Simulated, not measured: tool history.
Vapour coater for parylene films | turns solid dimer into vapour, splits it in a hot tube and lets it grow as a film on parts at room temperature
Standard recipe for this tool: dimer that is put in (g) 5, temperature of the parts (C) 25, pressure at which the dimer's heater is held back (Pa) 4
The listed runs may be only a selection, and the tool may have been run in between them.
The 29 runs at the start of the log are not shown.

| run | hour | dimer that is put in (g) | temperature of the parts (C) | pressure at which the dimer's heater is held back (Pa) | thickness of the film (nm) |
|---|---|---|---|---|---|
| 30 | 450.2 | 3 | 19 | 3.8 | 837 |
| 31 | 462.2 | 3 | 26 | 5.61 | 578 |
|  | 481.7 | trap's valve overhauled |
| 32 | 484.6 | 3 | 26 | 5.61 | 598 |
| 33 | 500.8 | 3 | 23 | 6.14 | 698 |
| 34 | 514.3 | 3 | 23 | 6.14 | 698 |
| 35 | 524 | 8 | 25 | 2.23 | 1785 |
| 36 | 541.7 | 8 | 25 | 2.23 | 1788 |
| 37 | 550.6 | 8 | 25 | 2.23 | 1795 |
| 38 | 567.4 | 8 | 25 | 2.23 | 1785 |

Below are 5 alternative next runs, each starting from the tool's condition after run 38. Predict each:
| A | 582.1 | 5 | 32 | 4 | ? |
| B | 582.1 | 3 | 25 | 2.23 | ? |
| C | 582.1 | 8 | 25 | 5.27 | ? |
| D | 582.1 | 8 | 25 | 11.32 | ? |
| E | 582.1 | 8 | 25 | 2.81 | ? |

| run | thickness of the film (nm) |
|---|---|
| A | 764 |
| B | 672 |
| C | 1686 |
| D | 1601 |
| E | 1754 |
Had the tool no hidden state, the same runs would have come out as:
| run | thickness of the film (nm) |
|---|---|
| A | 788 |
| B | 693 |
| C | 1738 |
| D | 1650 |
| E | 1808 |
